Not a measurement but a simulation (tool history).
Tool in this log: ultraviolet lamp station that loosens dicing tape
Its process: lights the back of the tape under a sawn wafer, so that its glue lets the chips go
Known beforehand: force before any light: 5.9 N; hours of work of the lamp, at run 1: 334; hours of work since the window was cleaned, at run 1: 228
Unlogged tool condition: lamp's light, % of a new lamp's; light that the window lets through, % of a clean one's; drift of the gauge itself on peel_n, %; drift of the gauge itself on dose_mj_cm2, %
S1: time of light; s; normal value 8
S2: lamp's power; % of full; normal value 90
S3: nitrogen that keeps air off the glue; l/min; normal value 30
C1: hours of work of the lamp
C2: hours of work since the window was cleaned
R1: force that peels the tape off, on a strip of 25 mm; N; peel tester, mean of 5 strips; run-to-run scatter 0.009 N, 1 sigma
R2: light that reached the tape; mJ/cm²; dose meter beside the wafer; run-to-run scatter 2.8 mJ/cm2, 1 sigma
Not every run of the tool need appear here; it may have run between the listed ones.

run	hour	S1	S2	S3	C1	C2	R1	R2
1	0	8	90	30	334	228	0.494	329
2	36.5	8	90	30	359	253	0.529	317
3	52.6	6	90	30	370	264	0.855	239
4	75	8	96	30	386	279	0.462	338
5	106.7	8	96	30	407	301	0.502	335
6	132.9	8	96	30	426	319	0.463	321
7	157.4	9	90	30	442	336	0.447	341
8	193.6	8	89	30	467	361	0.616	299
# hour 206: window cleaned of glue's vapour
9	215.9	8	89	23	482	7	0.721	282
10	254.1	8	89	23	509	33	0.741	280
11	289.1	8	84	23	533	57	0.844	265
12	307	8	84	23	545	70	0.862	262
13	342.2	8	84	23	569	94	0.876	257
14	370.1	8	90	22	589	113	0.803	271
# hour 395: window cleaned of glue's vapour, once more
15	402	8	89	30	610	5	0.586	298
16	437.3	8	89	30	634	29	0.585	296
# hour 458.1: lamp changed
17	459.5	8	90	30	1	44	0.389	382
18	494.8	8	90	30	25	68	0.382	377
19	522.9	8	90	30	45	87	0.405	375
20	559.1	8	90	30	70	112	0.414	360
21	577.2	8	90	30	82	125	0.419	363
22	594.6	8	96	23	94	137	0.436	385
23	622.2	8	96	23	113	156	0.442	384
24	641.4	13	71	21	126	169	0.348	453
25	666.6	13	67	30	144	186	0.34	419
26	695.1	13	67	30	163	206	0.328	420
27	714.5	13	67	14	177	219	0.534	414
28	747.2	6	64	50	199	242	1.034	182
29	777.5	9	83	50	220	263	0.343	348
30	794	14	83	45	231	274	0.22	537
31	813.7	8	82	28	245	288	0.604	303
32	844.2	8	69	10	266	309	1.441	249
33	882.1	11	63	30	292	335	0.559	313
34	901.5	10	68	10	305	348	1.06	301
# hour 931.9: window cleaned of glue's vapour
35	940.4	10	68	10	332	6	1.027	313
36	977	9	68	31	357	31	0.614	284
37	1004.2	9	68	31	376	50	0.644	277
38	1026.4	12	86	22	391	65	0.329	466
39	1056.7	12	86	22	412	86	0.337	460
40	1075.8	12	86	22	425	99	0.352	455
41	1111.4	12	86	22	450	124	0.351	451
42	1144.2	12	86	22	472	146	0.362	444

Describe how what the log doesn't record of the tool's condition differs between the last listed run preceding each entry between runs and the first listed run following it.
Run 8 -> run 9: window cleaned of glue's vapour (hour 206)
  lamp's light, % of a new lamp's: 83.7 -> 83.2; light that the window lets through, % of a clean one's: 93 -> 89.8
  what was measured, less what the result would be without the hidden state, R1: +0.208 -> +0.286 N; R2: -85 -> -96 mJ/cm²
Run 14 -> run 15: window cleaned of glue's vapour, once more (hour 395)
  lamp's light, % of a new lamp's: 79.5 -> 78.7; light that the window lets through, % of a clean one's: 87.9 -> 99.9
  what was measured, less what the result would be without the hidden state, R1: +0.367 -> +0.196 N; R2: -116 -> -81 mJ/cm²
Run 16 -> run 17: lamp changed (hour 458.1)
  lamp's light, % of a new lamp's: 77.9 -> 99.4; light that the window lets through, % of a clean one's: 99.4 -> 99.1
  what was measured, less what the result would be without the hidden state, R1: +0.207 -> +0.009 N; R2: -86 -> -6 mJ/cm²
Run 34 -> run 35: window cleaned of glue's vapour (hour 931.9)
  lamp's light, % of a new lamp's: 88.8 -> 87.9; light that the window lets through, % of a clean one's: 93.7 -> 99.5
  what was measured, less what the result would be without the hidden state, R1: +0.267 -> +0.201 N; R2: -61 -> -46 mJ/cm²
